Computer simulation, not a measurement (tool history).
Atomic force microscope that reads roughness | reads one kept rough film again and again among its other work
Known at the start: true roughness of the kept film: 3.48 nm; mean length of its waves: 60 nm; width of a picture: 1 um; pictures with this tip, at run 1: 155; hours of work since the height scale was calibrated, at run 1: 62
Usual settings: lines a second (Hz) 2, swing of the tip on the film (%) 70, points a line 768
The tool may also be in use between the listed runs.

run   hour  lines a second (Hz)  swing of the tip on the film (%)  points a line  pictures with this tip  hours of work since the height scale was calibrated  roughness of the kept film (nm (root mean square))
  1      0                    2                                70            768                     155                                                   62                                               2.929
       5.9  -- new tip fitted
  2   13.2                 0.58                                70            768                      14                                                   69                                               3.255
  3     21                    2                                70            768                      30                                                   74                                               2.948
  4   29.6                    2                                70            768                      46                                                   79                                               2.942
  5   43.9                    2                                70            768                      74                                                   87                                               2.939
  6   55.7                 1.41                                70            768                      96                                                   93                                               3.011
  7   71.6                 0.82                                70            768                     127                                                  103                                               3.164
  8   85.9                 0.82                                70            768                     155                                                  111                                               3.172
      91.4  -- new tip fitted
  9   99.6                    2                                70            768                      16                                                  118                                               2.951
 10  109.3                    2                                70            768                      35                                                  124                                               2.969
 11  118.9                    2                                70            768                      53                                                  129                                               2.947
 12  126.2                    2                                70            768                      67                                                  133                                                2.96
 13  136.7                    2                                79            768                      88                                                  139                                               2.735
 14  145.7                    2                                70            366                     105                                                  145                                               2.933
 15  156.7                    2                                70            366                     126                                                  151                                               2.928
 16  164.1                 1.32                                57            768                     140                                                  155                                               3.223
     176.9  -- new tip fitted
 17    179                 1.32                                86            637                       4                                                  163                                               2.783
 18  188.1                 1.32                                86            637                      22                                                  169                                               2.787
 19  200.1                 0.64                                62            450                      45                                                  175                                               3.254
 20  215.4                 2.65                                76            478                      74                                                  184                                               2.665
 21  226.4                 2.36                                70            768                      96                                                  190                                               2.887
 22  235.4                 1.51                                71            903                     113                                                  196                                               3.038
 23  245.7                    2                                59            368                     133                                                  201                                               3.135
 24    255                    2                                59            368                     151                                                  207                                               3.111
 25  261.4                 1.78                                61            368                     163                                                  210                                               3.121
     262.9  -- new tip fitted
 26  276.4                 3.22                                61            469                      26                                                  219                                               2.961
 27  291.7                 1.87                                59            555                      55                                                  227                                               3.141
 28    300                    2                                70            443                      72                                                  232                                               2.935

Forecast each of these 3 alternatives for the next run:
  A  313.1                    2                                70            856                      97                                                  240                                                   ?
  B  313.1                 2.54                                89            443                      97                                                  240                                                   ?
  C  313.1                 0.56                                60            443                      97                                                  240                                                   ?

run  roughness of the kept film (nm (root mean square))
  A                                               2.942
  B                                               2.288
  C                                               3.278
Without the tool's hidden state the same runs would have given:
run  roughness of the kept film (nm (root mean square))
  A                                               2.948
  B                                               2.293
  C                                               3.285

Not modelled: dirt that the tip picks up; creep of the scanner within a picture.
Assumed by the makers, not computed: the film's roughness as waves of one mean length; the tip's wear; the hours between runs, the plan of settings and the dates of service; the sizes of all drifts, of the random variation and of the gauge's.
